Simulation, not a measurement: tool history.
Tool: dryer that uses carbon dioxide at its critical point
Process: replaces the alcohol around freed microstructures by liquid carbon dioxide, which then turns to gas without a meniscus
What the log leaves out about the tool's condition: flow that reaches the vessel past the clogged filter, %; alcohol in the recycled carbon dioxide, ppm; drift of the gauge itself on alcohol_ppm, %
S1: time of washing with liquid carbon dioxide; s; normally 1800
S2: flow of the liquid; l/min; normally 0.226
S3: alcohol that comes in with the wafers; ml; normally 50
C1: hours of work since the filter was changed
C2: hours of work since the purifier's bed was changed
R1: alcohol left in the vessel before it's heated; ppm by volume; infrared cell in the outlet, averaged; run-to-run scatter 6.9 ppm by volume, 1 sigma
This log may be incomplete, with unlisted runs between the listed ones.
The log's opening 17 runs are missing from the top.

run   hour    S1     S2   S3   C1   C2    R1
 18  512.8  1800  0.174  112  471  782  3459
 19  555.1  1500  0.226   54  491  802  1347
 20  582.6  1620  0.257   50  504  815   620
 21  613.3  1200  0.226   79  518  829  4341
 22  644.3  1200  0.226   79  533  844  4279
 23  665.2  1200  0.226   79  543  854  4288
 24  702.7  1800  0.304   98  560  871   382
     710.2  -- inlet filter changed
 25  732.3  2760  0.304   98   10  885    66
 26  774.2  1860   0.22   49   30  904   356
 27  803.7  2580  0.266   27   44  918    70
 28  846.4  1980  0.226   26   64  938   172
 29  871.6  1980  0.226   26   76  950   172
 30  893.9  1800  0.226   42   86  961   358
 31  928.9  1200   0.18   34  103  977  2451
 32  970.4  1800  0.286   50  122  997   180

Alternative continuations, all from the tool just after run 32; predict every row:
  A  989.1  2580  0.286  50  131  1005   ?
  B  989.1  2100  0.208  50  131  1005   ?
  C  989.1  1260  0.286  50  131  1005   ?

run   R1
  A   79
  B  310
  C  742
With no hidden state in the tool, these same runs would have given:
run   R1
  A   12
  B  207
  C  588
